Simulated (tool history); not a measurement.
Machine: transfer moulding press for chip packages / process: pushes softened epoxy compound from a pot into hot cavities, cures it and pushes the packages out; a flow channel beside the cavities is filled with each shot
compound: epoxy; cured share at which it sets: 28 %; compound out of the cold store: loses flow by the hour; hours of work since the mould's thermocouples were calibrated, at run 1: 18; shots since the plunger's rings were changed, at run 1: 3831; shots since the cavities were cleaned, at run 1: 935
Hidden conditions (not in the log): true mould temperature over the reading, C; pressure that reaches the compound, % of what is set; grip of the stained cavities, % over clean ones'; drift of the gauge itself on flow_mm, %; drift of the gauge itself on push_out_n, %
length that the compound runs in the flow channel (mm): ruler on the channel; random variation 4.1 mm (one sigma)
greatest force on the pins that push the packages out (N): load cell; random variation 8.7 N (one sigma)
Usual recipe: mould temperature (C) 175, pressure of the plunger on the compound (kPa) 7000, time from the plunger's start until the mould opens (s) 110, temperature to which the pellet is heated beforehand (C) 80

run	hour	mould temperature (C)	pressure of the plunger on the compound (kPa)	time from the plunger's start until the mould opens (s)	temperature to which the pellet is heated beforehand (C)	hours of work since the mould's thermocouples were calibrated	shots since the plunger's rings were changed	shots since the cavities were cleaned	incoming compound's hours out of the cold store	length that the compound runs in the flow channel (mm)	greatest force on the pins that push the packages out (N)
1	0.0	175	7000	110	80	18	3831	935	46.2	674	655
# hour 16.3: cavities cleaned with cleaning compound and waxed
2	17.3	175	7000	110	80	30	4046	13	10.0	830	972
3	24.9	175	7000	110	80	36	4151	118	18.3	797	940
4	38.4	175	7000	110	80	46	4335	302	27.2	739	866
5	50.1	175	7000	110	80	55	4494	461	24.4	766	856
6	64.0	175	7000	110	80	65	4684	651	13.4	802	877
7	70.6	175	7000	133	80	70	4774	741	10.5	819	678
# hour 76.7: cavities cleaned with cleaning compound and waxed, once more
8	83.7	175	6100	110	80	79	4933	96	37.9	659	446
9	95.7	175	6100	110	80	88	5096	259	33.2	671	495
10	105.3	175	6100	110	80	95	5226	389	20.3	724	559
11	112.6	175	6100	110	80	101	5327	490	19.6	733	609
12	122.8	175	7000	110	80	108	5465	628	31.5	722	617
13	138.2	175	7960	110	80	120	5675	838	10.0	874	696
14	146.5	175	7960	110	80	126	5789	952	24.7	804	703
# hour 161.8: cavities cleaned with cleaning compound and waxed
15	161.8	175	7000	110	78	136	5977	1	19.5	769	388
# hour 167.7: plunger's sealing rings changed
16	179.1	172	5760	122	78	147	156	203	15.5	763	524
17	189.9	182	5760	124	78	156	303	350	16.9	740	403
18	197.7	182	5760	124	78	161	409	456	27.1	693	436
19	209.9	169	5670	110	72	171	576	623	32.2	696	997
20	220.7	167	6310	96	87	179	723	770	37.3	706	1465
21	231.7	181	7000	118	80	187	873	920	25.4	771	529
22	245.2	175	7000	141	80	197	1057	1104	12.2	848	527
# hour 249.2: cavities cleaned with cleaning compound and waxed
23	258.5	177	7000	141	84	206	1218	127	12.8	835	336
24	269.2	177	7000	141	84	214	1364	273	31.9	748	376
25	284.1	177	7000	141	76	225	1567	476	27.5	769	420
26	294.8	182	7000	110	74	233	1713	622	42.2	696	467
27	302.5	182	7000	110	80	239	1819	728	37.1	711	504
28	316.9	175	7000	126	80	250	2014	923	33.6	731	560
29	330.9	183	6040	105	84	260	2206	1115	31.3	677	547

Alternative continuations, all from the tool just after run 29; predict every row:
# hour 334.6: cavities cleaned with cleaning compound and waxed
A	341.4	183	8630	105	84	267	2329	94	11.5	?	?
# hour 334.6: cavities cleaned with cleaning compound and waxed
B	341.4	175	6520	127	87	267	2329	94	17.0	?	?
# hour 334.6: cavities cleaned with cleaning compound and waxed
C	341.4	175	7440	117	89	267	2329	94	43.2	?	?

run	length that the compound runs in the flow channel (mm)	greatest force on the pins that push the packages out (N)
A	911	342
B	787	363
C	717	373
The same runs, with their run-to-run variation unchanged, on a tool lacking any hidden condition would have given:
run	length that the compound runs in the flow channel (mm)	greatest force on the pins that push the packages out (N)
A	934	303
B	807	320
C	735	327
